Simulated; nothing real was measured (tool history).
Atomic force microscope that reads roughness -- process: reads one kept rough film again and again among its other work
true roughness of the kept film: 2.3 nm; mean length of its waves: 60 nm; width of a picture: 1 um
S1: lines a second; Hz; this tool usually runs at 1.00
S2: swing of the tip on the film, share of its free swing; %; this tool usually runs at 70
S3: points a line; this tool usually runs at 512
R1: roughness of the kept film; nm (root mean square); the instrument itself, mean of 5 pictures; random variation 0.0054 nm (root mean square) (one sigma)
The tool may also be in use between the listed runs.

run   hour    S1  S2   S3     R1
  1    0.0  1.00  70  512  2.117
       4.6  -- new tip fitted
  2   15.2  0.58  70  512  2.203
  3   25.6  0.58  70  512  2.188
  4   41.8  0.58  70  512  2.196
  5   51.7  0.58  70  512  2.188
  6   65.1  0.58  70  512  2.192
  7   81.6  0.58  70  512  2.191
  8   99.5  0.58  70  512  2.179
  9  118.0  0.58  70  512  2.172
 10  127.6  0.58  70  512  2.169
 11  138.1  1.00  57  512  2.195
 12  156.0  0.89  70  512  2.124
 13  164.5  0.89  70  512  2.121
     168.2  -- new tip fitted
 14  178.3  1.00  70  655  2.148
 15  195.9  1.00  70  655  2.146
 16  210.8  1.00  70  655  2.153
 17  229.4  1.00  67  655  2.157
     231.8  -- height scale calibrated on a step standard
 18  248.5  1.00  67  655  2.149
 19  263.4  1.00  70  377  2.132
 20  273.2  1.00  70  377  2.126
 21  291.9  1.00  70  512  2.122
 22  300.3  1.00  70  512  2.122
 23  312.8  0.71  70  512  2.142
     318.0  -- height scale calibrated on a step standard, once more
 24  321.7  0.71  70  512  2.147
 25  329.6  0.71  70  512  2.129
     333.6  -- new tip fitted
 26  340.4  1.00  70  950  2.152
 27  357.4  1.00  70  950  2.159
 28  374.6  1.00  70  950  2.149
 29  388.4  0.85  64  256  2.175
 30  403.1  0.85  77  752  2.124
 31  412.8  0.85  77  752  2.119
 32  429.6  0.85  77  752  2.104
 33  446.1  1.00  85  512  2.017
 34  459.5  1.56  70  285  2.053
 35  469.9  0.54  67  957  2.177
 36  481.6  1.00  70  512  2.113
 37  493.1  1.00  70  512  2.115
     497.6  -- new tip fitted
 38  511.6  1.00  70  512  2.155
 39  528.8  1.00  70  492  2.151
 40  539.1  0.66  77  528  2.139
 41  557.4  2.05  77  465  1.963
 42  565.9  0.53  80  756  2.141
 43  583.3  2.62  59  748  2.104
 44  597.8  1.16  81  341  2.022
 45  611.8  1.16  78  434  2.052
 46  623.0  1.16  78  342  2.045
 47  635.6  1.16  78  342  2.037
 48  645.6  1.84  69  462  2.042
     660.8  -- new tip fitted
 49  661.4  3.89  83  386  1.646
 50  674.7  2.98  70  800  1.975
 51  683.8  2.98  70  800  1.967
 52  698.2  3.77  70  800  1.908
 53  716.2  1.00  68  891  2.163

3 options for the next run, each taken on its own from the tool as it stands now. Forecast them:
  A  730.7  1.00  68  443   ?
  B  730.7  0.88  84  891   ?
  C  730.7  2.51  72  261   ?

run     R1
  A  2.145
  B  2.048
  C  1.960
The same runs, with their run-to-run variation unchanged, on a tool lacking any hidden condition would have given:
run     R1
  A  2.174
  B  2.075
  C  1.986
